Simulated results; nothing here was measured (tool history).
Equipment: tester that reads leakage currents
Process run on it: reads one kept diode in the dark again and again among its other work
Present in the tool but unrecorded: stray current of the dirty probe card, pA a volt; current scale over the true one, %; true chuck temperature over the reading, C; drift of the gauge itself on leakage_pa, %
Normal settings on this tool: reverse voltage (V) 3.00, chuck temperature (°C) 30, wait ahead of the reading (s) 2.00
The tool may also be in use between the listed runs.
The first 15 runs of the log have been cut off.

run	hour	reverse voltage (V)	chuck temperature (°C)	wait ahead of the reading (s)	hours of work since the probe card was cleaned	hours of work since the tester was calibrated	hours of work since the chuck was calibrated	current that the tester gives (pA)
16	503.1	8.64	30	2.00	1128	870	1320	425.11
17	538.9	8.64	30	2.00	1144	885	1336	425.65
18	559.5	8.64	30	2.00	1153	894	1345	425.16
19	578.5	3.00	30	2.00	1161	903	1353	237.05
20	603.4	3.00	30	2.00	1172	914	1364	237.02
21	621.8	3.00	29	0.51	1180	922	1372	215.87
22	658.9	3.00	29	5.10	1197	938	1388	215.45
23	695.6	3.00	29	5.10	1213	954	1404	216.73
24	732.5	1.38	29	0.42	1229	970	1421	140.07
25	760.4	1.38	29	0.42	1241	982	1433	140.19
26	786.2	4.66	28	1.23	1252	994	1444	251.66
27	811.7	3.00	30	7.93	1264	1005	1455	235.55
28	849.5	2.79	30	0.36	1280	1021	1472	229.03
29	882.4	12.53	50	0.58	1295	1036	1486	2852.00
30	917.4	1.73	21	2.00	1310	1051	1502	75.32
31	937.4	1.73	21	2.51	1319	1060	1510	75.51
32	957.1	9.95	31	2.00	1327	1068	1519	505.39
33	997.9	9.95	31	2.00	1345	1086	1537	505.96
34	1020.7	2.73	48	2.54	1355	1096	1547	1049.32
35	1050.1	17.81	50	0.64	1368	1109	1560	3499.04
36	1084.7	17.81	50	0.64	1383	1124	1575	3490.92
37	1110.2	17.81	50	1.94	1394	1135	1586	3489.56
38	1133.2	17.81	50	1.94	1404	1146	1596	3504.00
39	1169.1	3.00	28	1.05	1420	1161	1612	197.83

5 options for the next run, each taken on its own from the tool as it stands now. Forecast them:
A	1197.7	3.00	58	9.90	1433	1174	1624	?
B	1197.7	3.00	30	0.79	1433	1174	1624	?
C	1197.7	3.00	49	1.05	1433	1174	1624	?
D	1197.7	3.00	29	1.05	1433	1174	1624	?
E	1197.7	3.00	38	1.05	1433	1174	1624	?

run	current that the tester gives (pA)
A	2401.06
B	236.82
C	1191.49
D	216.27
E	478.23
Stripped of hidden state, with their random variation kept, the same runs would have yielded:
run	current that the tester gives (pA)
A	2398.88
B	236.55
C	1190.34
D	216.02
E	477.72
